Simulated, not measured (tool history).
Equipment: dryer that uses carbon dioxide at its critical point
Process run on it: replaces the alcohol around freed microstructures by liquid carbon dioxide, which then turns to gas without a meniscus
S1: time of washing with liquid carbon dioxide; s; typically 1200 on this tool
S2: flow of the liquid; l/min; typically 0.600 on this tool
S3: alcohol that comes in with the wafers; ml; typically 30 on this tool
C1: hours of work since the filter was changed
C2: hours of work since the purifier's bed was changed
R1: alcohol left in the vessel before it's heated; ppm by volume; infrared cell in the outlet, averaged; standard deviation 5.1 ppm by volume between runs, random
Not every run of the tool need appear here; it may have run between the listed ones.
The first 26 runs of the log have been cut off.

run 27 hour=711.7 | S1=900 S2=0.618 S3=40 | C1=221 C2=202 | R1=305
run 28 hour=736.8 | S1=1260 S2=0.600 S3=30 | C1=238 C2=219 | R1=90
run 29 hour=757.2 | S1=720 S2=0.643 S3=30 | C1=253 C2=233 | R1=454
run 30 hour=786.9 | S1=720 S2=0.643 S3=30 | C1=273 C2=254 | R1=462
run 31 hour=809.0 | S1=720 S2=0.643 S3=30 | C1=288 C2=269 | R1=473
run 32 hour=834.0 | S1=900 S2=0.865 S3=30 | C1=306 C2=286 | R1=89
run 33 hour=852.3 | S1=1500 S2=0.537 S3=21 | C1=318 C2=299 | R1=74
run 34 hour=874.4 | S1=1500 S2=0.537 S3=23 | C1=333 C2=314 | R1=74
run 35 hour=898.0 | S1=1380 S2=0.526 S3=41 | C1=350 C2=330 | R1=126
run 36 hour=914.4 | S1=1200 S2=0.599 S3=40 | C1=361 C2=342 | R1=140
run 37 hour=935.6 | S1=1200 S2=0.410 S3=50 | C1=376 C2=356 | R1=647

Predict the results of run 38:
run 38 hour=964.1 | S1=1260 S2=0.806 S3=45 | C1=395 C2=376 | R1=?

R1: 79 ppm by volume
Had the tool carried no hidden state, the very same run would have given R1 12 ppm by volume.

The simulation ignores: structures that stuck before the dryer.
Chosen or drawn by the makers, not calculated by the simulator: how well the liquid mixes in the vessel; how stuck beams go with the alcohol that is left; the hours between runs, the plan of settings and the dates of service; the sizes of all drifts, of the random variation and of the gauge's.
